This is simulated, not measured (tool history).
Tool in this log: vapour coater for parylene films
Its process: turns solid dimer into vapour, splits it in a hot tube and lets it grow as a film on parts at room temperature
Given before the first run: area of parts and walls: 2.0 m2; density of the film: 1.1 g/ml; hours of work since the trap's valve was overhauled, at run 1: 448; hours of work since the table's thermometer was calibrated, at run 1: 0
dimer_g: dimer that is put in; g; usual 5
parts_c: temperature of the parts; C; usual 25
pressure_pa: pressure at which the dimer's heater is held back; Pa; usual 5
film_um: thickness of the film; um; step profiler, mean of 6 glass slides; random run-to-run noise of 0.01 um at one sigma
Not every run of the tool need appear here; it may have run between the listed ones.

run,day,dimer_g,parts_c,pressure_pa,hours of work since the trap's valve was overhauled,hours of work since the table's thermometer was calibrated,film_um
1,0,5,25,5,448,0,1.47
2,2.104,5,25,5,490,42,1.46
3,3.588,5,25,5,520,72,1.49
4,4.717,5,29,5,542,95,1.28
5,7.142,5,29,5,591,144,1.27
6,9.85,5,29,5,646,198,1.27
# day 10.604: trap's valve overhauled
7,11.212,5,29,5,12,222,1.28
8,13.046,5,25,11.24,49,259,1.31
9,15.167,5,25,11.24,92,302,1.29
10,16.85,6,25,5,126,336,1.76
11,18.712,6,25,5,163,373,1.77
12,21.138,6,25,4.01,212,422,1.85
13,23.454,3,25,4.01,258,468,0.91
14,24.833,3,25,4.01,286,496,0.91
15,27.038,3,25,4.01,330,540,0.91
16,29.75,3,25,4.01,385,595,0.92
17,31.05,3,25,4.01,411,621,0.93
18,32.546,3,25,4.01,441,651,0.92
19,34.417,3,25,4.01,479,689,0.91
20,36.108,3,25,4.01,513,723,0.91
21,38.721,3,25,4.01,565,775,0.91
22,39.958,3,25,4.01,590,800,0.91
23,41.833,3,25,4.01,628,838,0.92
# day 43.538: trap's valve overhauled
24,44.333,5,25,9.86,16,885,1.34
25,45.458,3,25,10.27,39,907,0.78
26,46.667,5,17,5,63,932,1.97
27,48.167,3,25,2.09,93,962,1.02
28,50.579,3,25,2.09,142,1010,1
# day 51.742: table's thermometer calibrated
29,52.392,3,25,2.09,177,13,1.03
30,54.925,7,36,3.32,228,64,1.48
31,56.9,3,37,6.27,268,104,0.55
32,58.479,5,34,6.43,300,135,1.04
33,60.221,4,24,6.51,335,171,1.17
34,62.308,5,34,8.91,377,212,0.98
35,63.638,5,31,4.8,403,239,1.19
36,64.938,5,31,5.62,429,265,1.16
37,66.2,5,31,5.62,455,291,1.18
38,68.492,5,17,5,501,337,1.98
39,70.358,7,35,2.28,538,374,1.6
40,71.733,8,25,5,566,402,2.36
41,74.171,8,23,5,615,451,2.53
42,75.371,5,21,3.47,639,475,1.81
# day 76.521: trap's valve overhauled
43,77.642,5,21,3.47,23,517,1.81
44,79.95,5,21,3.47,69,564,1.82
45,81.117,4,25,2.24,92,587,1.34

For each entry between runs, how does the tool's hidden state at the last listed run before it compare with that at the first listed run after it?
Logged between run 6 and run 7: trap's valve overhauled (day 10.604)
  vapour lost through the trap's worn valve, %: 0.3 -> 0
Logged between run 23 and run 24: trap's valve overhauled (day 43.538)
  vapour lost through the trap's worn valve, %: 0.3 -> 0
Logged between run 28 and run 29: table's thermometer calibrated (day 51.742)
  true temperature of the parts over the reading, C: 0.04 -> 0
Logged between run 42 and run 43: trap's valve overhauled (day 76.521)
  vapour lost through the trap's worn valve, %: 0.3 -> 0
